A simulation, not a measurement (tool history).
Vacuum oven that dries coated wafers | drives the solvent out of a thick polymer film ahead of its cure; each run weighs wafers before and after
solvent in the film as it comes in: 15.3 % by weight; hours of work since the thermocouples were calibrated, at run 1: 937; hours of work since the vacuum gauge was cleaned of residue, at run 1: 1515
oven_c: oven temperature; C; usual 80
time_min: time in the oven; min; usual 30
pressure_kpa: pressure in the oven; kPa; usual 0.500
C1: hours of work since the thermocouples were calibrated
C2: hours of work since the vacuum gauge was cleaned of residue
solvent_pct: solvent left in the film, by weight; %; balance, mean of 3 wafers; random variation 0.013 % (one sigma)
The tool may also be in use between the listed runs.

Run 1, day 0.000: usual settings; C1 937; C2 1515. Result: solvent_pct 2.56 %.
At day 1.358: oven's thermocouples calibrated.
Run 2, day 2.154: usual settings; C1 14; C2 1551. Result: solvent_pct 2.42 %.
Run 3, day 4.067: usual settings; C1 47; C2 1584. Result: solvent_pct 2.45 %.
Run 4, day 7.188: usual settings; C1 100; C2 1638. Result: solvent_pct 2.43 %.
Run 5, day 10.433: usual settings; C1 156; C2 1693. Result: solvent_pct 2.41 %.
Run 6, day 13.300: usual settings but time_min 39 min; C1 205; C2 1743. Result: solvent_pct 1.64 %.
Run 7, day 15.292: usual settings; C1 239; C2 1777. Result: solvent_pct 2.39 %.
At day 16.696: oven's thermocouples calibrated, once more.
Run 8, day 18.658: usual settings; C1 34; C2 1833. Result: solvent_pct 2.86 %.
Run 9, day 23.000: usual settings but oven_c 86 C; C1 108; C2 1908. Result: solvent_pct 1.74 %.
Run 10, day 27.200: usual settings but oven_c 86 C; C1 181; C2 1980. Result: solvent_pct 1.72 %.
Run 11, day 29.046: usual settings but oven_c 86 C; C1 212; C2 2012. Result: solvent_pct 1.73 %.
Run 12, day 32.075: usual settings but oven_c 86 C; C1 264; C2 2064. Result: solvent_pct 1.69 %.
Run 13, day 34.025: usual settings but oven_c 86 C; C1 298; C2 2097. Result: solvent_pct 1.69 %.
Run 14, day 37.667: usual settings but oven_c 86 C; C1 360; C2 2160. Result: solvent_pct 1.71 %.
Run 15, day 41.917: usual settings but oven_c 86 C, time_min 25 min, pressure_kpa 0.259 kPa; C1 433; C2 2233. Result: solvent_pct 2.10 %.
Run 16, day 45.033: usual settings but oven_c 86 C, time_min 25 min, pressure_kpa 0.259 kPa; C1 487; C2 2287. Result: solvent_pct 2.09 %.
Run 17, day 47.917: usual settings but oven_c 65 C, time_min 50 min, pressure_kpa 0.334 kPa; C1 537; C2 2336. Result: solvent_pct 4.33 %.
At day 48.575: vacuum gauge cleaned of residue and calibrated.
Run 18, day 51.575: usual settings but oven_c 65 C, time_min 50 min, pressure_kpa 0.334 kPa; C1 598; C2 52. Result: solvent_pct 3.63 %.
Run 19, day 55.388: usual settings but oven_c 65 C, time_min 50 min, pressure_kpa 0.334 kPa; C1 664; C2 117. Result: solvent_pct 3.65 %.
Run 20, day 57.696: usual settings but oven_c 90 C, time_min 22 min; C1 704; C2 157. Result: solvent_pct 1.63 %.
Run 21, day 60.238: usual settings but oven_c 84 C, time_min 46 min, pressure_kpa 1.632 kPa; C1 747; C2 200. Result: solvent_pct 1.34 %.
Run 22, day 62.175: usual settings but oven_c 83 C, time_min 20 min, pressure_kpa 0.429 kPa; C1 781; C2 234. Result: solvent_pct 3.27 %.
Run 23, day 64.233: usual settings but oven_c 89 C, time_min 43 min; C1 816; C2 269. Result: solvent_pct 0.47 %.

Some steps in solvent_pct between neighbouring runs. How much of each would the tool show without its hidden state too (settings, what came in, random variation), and how much is left for the hidden state, with any gauge scatter that isn't in both results?
The hidden state here: true wafer temperature over the reading, C; true pressure over the reading, kPa; drift of the gauge itself on solvent_pct, %.
Run 7 -> 8: oven's thermocouples calibrated, once more. solvent_pct +0.47 %: hidden state +0.47, all else +0.00.
Run 16 -> 17: oven_c 86 -> 65, time_min 25 -> 50, pressure_kpa 0.259 -> 0.334. solvent_pct +2.24 %: hidden state +0.26, all else +1.98.
Run 17 -> 18: vacuum gauge cleaned of residue and calibrated. solvent_pct -0.70 %: hidden state -0.64, all else -0.06.
Run 22 -> 23: oven_c 83 -> 89, time_min 20 -> 43, pressure_kpa 0.429 -> 0.500. solvent_pct -2.80 %: hidden state +0.20, all else -3.00.
